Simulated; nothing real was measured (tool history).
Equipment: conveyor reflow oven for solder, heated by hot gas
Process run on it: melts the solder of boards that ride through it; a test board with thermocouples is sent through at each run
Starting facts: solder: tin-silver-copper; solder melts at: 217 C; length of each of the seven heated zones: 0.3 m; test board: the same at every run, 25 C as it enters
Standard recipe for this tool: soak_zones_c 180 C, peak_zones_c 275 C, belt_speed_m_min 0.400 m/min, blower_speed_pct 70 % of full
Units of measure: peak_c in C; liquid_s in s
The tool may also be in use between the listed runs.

run	hour	soak_zones_c	peak_zones_c	belt_speed_m_min	blower_speed_pct	peak_c	liquid_s
1	0.0	180	275	0.400	70	266.6	81.1
2	10.5	180	275	0.400	70	266.8	80.9
3	18.2	180	275	0.400	52	264.0	79.0
4	31.5	180	275	0.400	70	266.8	81.0
5	41.0	180	275	0.400	70	266.9	81.0
6	50.8	180	286	0.400	70	276.8	85.6
7	58.7	180	286	0.400	70	277.0	85.4
# hour 66.6: thermocouples of zones 6 and 7 changed
8	72.3	180	286	0.400	70	274.3	84.6
9	85.6	180	286	0.400	70	274.4	84.7
10	95.5	180	275	0.400	89	265.9	80.9
11	103.5	189	275	0.400	70	264.9	83.9
12	116.2	189	275	0.400	70	264.7	83.8
13	123.8	189	275	0.341	70	268.2	100.6
14	135.1	189	275	0.341	70	268.3	100.5
15	148.0	180	275	0.400	70	264.0	79.4
16	159.7	180	282	0.340	58	273.1	99.3
17	168.1	187	288	0.428	66	274.4	81.6
18	177.4	180	290	0.353	60	280.0	98.7
19	187.4	186	270	0.435	90	260.2	73.4
20	199.4	186	270	0.435	90	260.1	73.3
21	210.1	186	275	0.400	60	263.3	81.4
22	215.5	186	275	0.400	60	263.4	81.4
23	227.8	180	275	0.400	50	260.8	77.1
24	239.3	169	275	0.413	70	261.7	71.1
25	248.1	169	275	0.413	70	261.3	71.2
26	255.8	169	275	0.413	70	261.5	70.9
27	263.9	174	265	0.372	70	255.5	77.9
28	275.6	180	275	0.400	84	265.3	80.2
29	284.9	180	270	0.400	70	259.1	76.5
30	298.3	180	270	0.400	70	259.0	76.5

Each row is a separate what-if for the run after 30, all from the same tool condition, not one after another. Results?
A	308.8	180	264	0.400	70	?	?
B	308.8	191	263	0.400	77	?	?
C	308.8	176	275	0.400	70	?	?
D	308.8	180	286	0.400	63	?	?

run	peak_c	liquid_s
A	253.5	72.8
B	254.8	79.4
C	263.1	77.5
D	272.8	84.0
Had the tool no hidden state, the same runs would have come out as:
run	peak_c	liquid_s
A	254.8	73.9
B	255.9	80.1
C	264.5	78.3
D	274.3	84.3

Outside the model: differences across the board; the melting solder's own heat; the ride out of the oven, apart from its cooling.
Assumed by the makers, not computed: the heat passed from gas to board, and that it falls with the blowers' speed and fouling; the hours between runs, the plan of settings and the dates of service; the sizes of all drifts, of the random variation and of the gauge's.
